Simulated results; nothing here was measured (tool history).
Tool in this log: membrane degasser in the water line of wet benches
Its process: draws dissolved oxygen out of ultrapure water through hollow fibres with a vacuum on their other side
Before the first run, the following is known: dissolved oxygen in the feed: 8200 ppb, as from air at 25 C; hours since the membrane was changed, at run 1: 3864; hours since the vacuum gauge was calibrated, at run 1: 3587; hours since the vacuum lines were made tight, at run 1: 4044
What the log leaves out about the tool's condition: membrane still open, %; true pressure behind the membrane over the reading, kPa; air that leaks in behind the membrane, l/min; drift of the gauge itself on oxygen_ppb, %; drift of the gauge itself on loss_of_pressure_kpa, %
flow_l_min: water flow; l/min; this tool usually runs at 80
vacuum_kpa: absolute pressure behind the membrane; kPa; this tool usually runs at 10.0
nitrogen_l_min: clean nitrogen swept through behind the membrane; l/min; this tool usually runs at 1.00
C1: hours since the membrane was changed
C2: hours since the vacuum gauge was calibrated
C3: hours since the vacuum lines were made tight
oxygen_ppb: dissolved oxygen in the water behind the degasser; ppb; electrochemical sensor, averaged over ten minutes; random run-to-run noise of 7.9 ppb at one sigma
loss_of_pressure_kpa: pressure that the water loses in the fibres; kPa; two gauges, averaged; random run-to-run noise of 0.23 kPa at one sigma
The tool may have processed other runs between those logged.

run 1 hour=0.0 | flow_l_min=80 vacuum_kpa=10.0 nitrogen_l_min=1.00 | C1=3864 C2=3587 C3=4044 | oxygen_ppb=855.8 loss_of_pressure_kpa=58.69
run 2 hour=83.9 | flow_l_min=80 vacuum_kpa=10.0 nitrogen_l_min=1.00 | C1=3948 C2=3671 C3=4128 | oxygen_ppb=846.2 loss_of_pressure_kpa=58.88
run 3 hour=173.4 | flow_l_min=80 vacuum_kpa=10.0 nitrogen_l_min=1.00 | C1=4038 C2=3760 C3=4218 | oxygen_ppb=840.0 loss_of_pressure_kpa=58.32
run 4 hour=222.0 | flow_l_min=80 vacuum_kpa=10.0 nitrogen_l_min=1.00 | C1=4086 C2=3809 C3=4266 | oxygen_ppb=844.0 loss_of_pressure_kpa=58.60
run 5 hour=291.9 | flow_l_min=80 vacuum_kpa=10.0 nitrogen_l_min=1.00 | C1=4156 C2=3879 C3=4336 | oxygen_ppb=861.8 loss_of_pressure_kpa=58.78
run 6 hour=396.2 | flow_l_min=80 vacuum_kpa=10.0 nitrogen_l_min=1.00 | C1=4261 C2=3983 C3=4441 | oxygen_ppb=859.7 loss_of_pressure_kpa=58.67
run 7 hour=463.0 | flow_l_min=80 vacuum_kpa=10.0 nitrogen_l_min=1.00 | C1=4327 C2=4050 C3=4507 | oxygen_ppb=845.8 loss_of_pressure_kpa=58.60
run 8 hour=550.5 | flow_l_min=80 vacuum_kpa=10.0 nitrogen_l_min=1.00 | C1=4415 C2=4138 C3=4595 | oxygen_ppb=852.2 loss_of_pressure_kpa=58.95
run 9 hour=635.9 | flow_l_min=80 vacuum_kpa=13.2 nitrogen_l_min=1.00 | C1=4500 C2=4223 C3=4680 | oxygen_ppb=1206.7 loss_of_pressure_kpa=58.24
run 10 hour=690.8 | flow_l_min=80 vacuum_kpa=10.0 nitrogen_l_min=0.91 | C1=4555 C2=4278 C3=4735 | oxygen_ppb=890.8 loss_of_pressure_kpa=58.86
run 11 hour=789.8 | flow_l_min=80 vacuum_kpa=10.0 nitrogen_l_min=0.91 | C1=4654 C2=4377 C3=4834 | oxygen_ppb=910.4 loss_of_pressure_kpa=59.18
run 12 hour=853.1 | flow_l_min=80 vacuum_kpa=10.0 nitrogen_l_min=0.91 | C1=4717 C2=4440 C3=4898 | oxygen_ppb=902.7 loss_of_pressure_kpa=58.52
run 13 hour=932.1 | flow_l_min=89 vacuum_kpa=10.0 nitrogen_l_min=1.00 | C1=4796 C2=4519 C3=4976 | oxygen_ppb=916.2 loss_of_pressure_kpa=65.52
run 14 hour=984.9 | flow_l_min=89 vacuum_kpa=10.0 nitrogen_l_min=1.00 | C1=4849 C2=4572 C3=5029 | oxygen_ppb=896.9 loss_of_pressure_kpa=65.45
run 15 hour=1038.8 | flow_l_min=89 vacuum_kpa=10.0 nitrogen_l_min=1.00 | C1=4903 C2=4626 C3=5083 | oxygen_ppb=919.7 loss_of_pressure_kpa=64.82
run 16 hour=1137.0 | flow_l_min=80 vacuum_kpa=10.0 nitrogen_l_min=1.00 | C1=5001 C2=4724 C3=5181 | oxygen_ppb=841.7 loss_of_pressure_kpa=58.62
-- hour=1161.5 seals of the vacuum lines changed
run 17 hour=1207.8 | flow_l_min=73 vacuum_kpa=7.0 nitrogen_l_min=1.55 | C1=5070 C2=4793 C3=46 | oxygen_ppb=337.0 loss_of_pressure_kpa=53.74
run 18 hour=1297.6 | flow_l_min=108 vacuum_kpa=17.2 nitrogen_l_min=1.13 | C1=5160 C2=4883 C3=136 | oxygen_ppb=1810.0 loss_of_pressure_kpa=79.61
run 19 hour=1377.7 | flow_l_min=108 vacuum_kpa=17.2 nitrogen_l_min=1.13 | C1=5240 C2=4963 C3=216 | oxygen_ppb=1795.1 loss_of_pressure_kpa=78.94
run 20 hour=1430.8 | flow_l_min=122 vacuum_kpa=6.2 nitrogen_l_min=1.00 | C1=5293 C2=5016 C3=269 | oxygen_ppb=528.2 loss_of_pressure_kpa=89.19
run 21 hour=1518.3 | flow_l_min=76 vacuum_kpa=22.7 nitrogen_l_min=1.00 | C1=5381 C2=5103 C3=357 | oxygen_ppb=2043.7 loss_of_pressure_kpa=55.70
run 22 hour=1584.8 | flow_l_min=58 vacuum_kpa=7.0 nitrogen_l_min=1.42 | C1=5447 C2=5170 C3=423 | oxygen_ppb=300.1 loss_of_pressure_kpa=42.79
run 23 hour=1627.9 | flow_l_min=80 vacuum_kpa=13.5 nitrogen_l_min=2.06 | C1=5490 C2=5213 C3=466 | oxygen_ppb=748.0 loss_of_pressure_kpa=58.96
run 24 hour=1704.2 | flow_l_min=80 vacuum_kpa=13.5 nitrogen_l_min=2.06 | C1=5567 C2=5289 C3=543 | oxygen_ppb=744.7 loss_of_pressure_kpa=58.89
run 25 hour=1806.2 | flow_l_min=127 vacuum_kpa=20.8 nitrogen_l_min=0.92 | C1=5669 C2=5391 C3=645 | oxygen_ppb=2590.7 loss_of_pressure_kpa=93.29
run 26 hour=1859.9 | flow_l_min=102 vacuum_kpa=15.8 nitrogen_l_min=2.01 | C1=5722 C2=5445 C3=698 | oxygen_ppb=1091.3 loss_of_pressure_kpa=74.73
run 27 hour=1935.4 | flow_l_min=102 vacuum_kpa=24.8 nitrogen_l_min=2.01 | C1=5798 C2=5520 C3=774 | oxygen_ppb=1769.2 loss_of_pressure_kpa=75.26
run 28 hour=2035.3 | flow_l_min=102 vacuum_kpa=24.8 nitrogen_l_min=1.85 | C1=5898 C2=5620 C3=874 | oxygen_ppb=1860.2 loss_of_pressure_kpa=74.85
run 29 hour=2113.4 | flow_l_min=74 vacuum_kpa=22.2 nitrogen_l_min=2.21 | C1=5976 C2=5698 C3=952 | oxygen_ppb=1169.6 loss_of_pressure_kpa=54.59
run 30 hour=2215.5 | flow_l_min=74 vacuum_kpa=22.2 nitrogen_l_min=2.21 | C1=6078 C2=5801 C3=1054 | oxygen_ppb=1179.8 loss_of_pressure_kpa=54.34
run 31 hour=2314.8 | flow_l_min=80 vacuum_kpa=15.4 nitrogen_l_min=1.08 | C1=6177 C2=5900 C3=1153 | oxygen_ppb=1382.2 loss_of_pressure_kpa=58.62

Hidden state at the last listed run before each entry between runs and at the first one after, where it differs:
In the gap between runs 16 and 17: seals of the vacuum lines changed (hour 1161.5)
  air that leaks in behind the membrane, l/min: 0.0021 -> 0.002
